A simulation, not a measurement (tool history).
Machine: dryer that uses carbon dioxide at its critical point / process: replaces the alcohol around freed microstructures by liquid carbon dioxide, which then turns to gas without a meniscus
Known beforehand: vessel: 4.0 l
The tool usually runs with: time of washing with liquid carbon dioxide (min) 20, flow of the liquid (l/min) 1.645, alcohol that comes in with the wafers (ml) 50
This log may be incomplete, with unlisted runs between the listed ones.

run,hour,time of washing with liquid carbon dioxide (min),flow of the liquid (l/min),alcohol that comes in with the wafers (ml),alcohol left in the vessel before it's heated (ppm by volume)
1,0,20,1.645,50,21
2,7.5,19,1.645,50,25
3,17.2,19,1.645,50,31
4,27.5,17,1.645,50,40
5,39.2,20,1.12,50,77
6,54.3,20,1.645,50,21
7,61.4,20,1.645,50,25
8,78.1,20,1.645,50,31
9,93.9,20,1.645,50,24
10,109.1,20,1.645,50,43
11,119.9,20,1.645,50,38
12,136.8,15,1.26,50,175
13,146,15,1.23,46,176
14,162.7,15,1.645,45,68
15,172.8,31,1.45,50,27
16,180.3,31,1.45,50,22
17,196.1,15,1.19,28,143
18,207.6,15,1.19,28,143
19,220.7,20,1.66,81,34
20,229.6,20,1.66,66,48
21,246,14,1.645,38,89
22,260.2,15,1.645,22,56

Branching from run 22: 3 alternative next runs. What would each branch give?
A,270.3,20,1.06,61,?
B,270.3,15,1.94,48,?
C,270.3,20,1.13,50,?

run,alcohol left in the vessel before it's heated (ppm by volume)
A,152
B,52
C,118
The same runs, with their run-to-run variation unchanged, on a tool lacking any hidden condition would have given:
run,alcohol left in the vessel before it's heated (ppm by volume)
A,83
B,15
C,63
